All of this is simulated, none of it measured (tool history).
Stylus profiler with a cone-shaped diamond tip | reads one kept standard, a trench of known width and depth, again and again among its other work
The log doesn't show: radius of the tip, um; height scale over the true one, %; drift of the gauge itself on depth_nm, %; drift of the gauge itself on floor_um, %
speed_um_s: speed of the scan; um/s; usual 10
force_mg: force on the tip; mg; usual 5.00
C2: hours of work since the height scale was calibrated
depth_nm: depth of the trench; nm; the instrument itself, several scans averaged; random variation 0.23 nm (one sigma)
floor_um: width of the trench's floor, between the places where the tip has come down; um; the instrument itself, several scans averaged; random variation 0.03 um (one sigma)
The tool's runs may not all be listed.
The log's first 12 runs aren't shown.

{"run": 13, "day": 7.867, "speed_um_s": 11, "force_mg": 2.22, "scans with this tip": 1134, "C2": 141, "depth_nm": 1008.3, "floor_um": 43.98}
{"run": 14, "day": 8.633, "speed_um_s": 10, "force_mg": 1.87, "scans with this tip": 1212, "C2": 151, "depth_nm": 1007.54, "floor_um": 43.94}
{"run": 15, "day": 9.396, "speed_um_s": 2, "force_mg": 1.87, "scans with this tip": 1289, "C2": 161, "depth_nm": 1007.52, "floor_um": 44.0}
{"run": 16, "day": 10.217, "speed_um_s": 2, "force_mg": 1.87, "scans with this tip": 1373, "C2": 171, "depth_nm": 1007.38, "floor_um": 43.97}
{"run": 17, "day": 10.958, "speed_um_s": 10, "force_mg": 5.52, "scans with this tip": 1449, "C2": 180, "depth_nm": 1015.25, "floor_um": 43.94}
{"run": 18, "day": 11.429, "speed_um_s": 10, "force_mg": 5.52, "scans with this tip": 1496, "C2": 186, "depth_nm": 1015.57, "floor_um": 43.9}
{"run": 19, "day": 11.967, "speed_um_s": 10, "force_mg": 5.52, "scans with this tip": 1551, "C2": 193, "depth_nm": 1015.34, "floor_um": 43.97}
{"run": 20, "day": 12.421, "speed_um_s": 10, "force_mg": 5.52, "scans with this tip": 1597, "C2": 199, "depth_nm": 1015.23, "floor_um": 43.95}
{"run": 21, "day": 13.254, "speed_um_s": 10, "force_mg": 5.52, "scans with this tip": 1682, "C2": 210, "depth_nm": 1015.38, "floor_um": 43.97}
{"run": 22, "day": 13.612, "speed_um_s": 10, "force_mg": 5.52, "scans with this tip": 1719, "C2": 214, "depth_nm": 1015.34, "floor_um": 43.96}
{"run": 23, "day": 14.029, "speed_um_s": 10, "force_mg": 5.0, "scans with this tip": 1761, "C2": 219, "depth_nm": 1014.32, "floor_um": 43.96}
{"run": 24, "day": 14.642, "speed_um_s": 10, "force_mg": 5.0, "scans with this tip": 1824, "C2": 227, "depth_nm": 1014.34, "floor_um": 43.99}
{"run": 25, "day": 15.079, "speed_um_s": 19, "force_mg": 2.74, "scans with this tip": 1868, "C2": 233, "depth_nm": 1009.6, "floor_um": 43.94}
{"run": 26, "day": 15.733, "speed_um_s": 19, "force_mg": 2.85, "scans with this tip": 1935, "C2": 241, "depth_nm": 1010.09, "floor_um": 43.9}
{"run": 27, "day": 16.129, "speed_um_s": 27, "force_mg": 6.64, "scans with this tip": 1975, "C2": 246, "depth_nm": 1017.15, "floor_um": 43.94}
{"run": 28, "day": 16.971, "speed_um_s": 4, "force_mg": 1.86, "scans with this tip": 2061, "C2": 257, "depth_nm": 1007.03, "floor_um": 43.93}
{"run": 29, "day": 17.338, "speed_um_s": 4, "force_mg": 1.86, "scans with this tip": 2098, "C2": 261, "depth_nm": 1007.29, "floor_um": 43.95}
{"run": 30, "day": 18.062, "speed_um_s": 18, "force_mg": 3.89, "scans with this tip": 2172, "C2": 271, "depth_nm": 1012.1, "floor_um": 43.93}

The next listed run, before its measurement:
{"run": 31, "day": 18.646, "speed_um_s": 4, "force_mg": 8.99, "scans with this tip": 2231, "C2": 278, "depth_nm": "?", "floor_um": "?"}

Run 31 gave depth_nm 1021.58 nm, floor_um 43.98 um.
Without the tool's hidden state the same run would have given depth_nm 1021.58 nm, floor_um 43.98 um.

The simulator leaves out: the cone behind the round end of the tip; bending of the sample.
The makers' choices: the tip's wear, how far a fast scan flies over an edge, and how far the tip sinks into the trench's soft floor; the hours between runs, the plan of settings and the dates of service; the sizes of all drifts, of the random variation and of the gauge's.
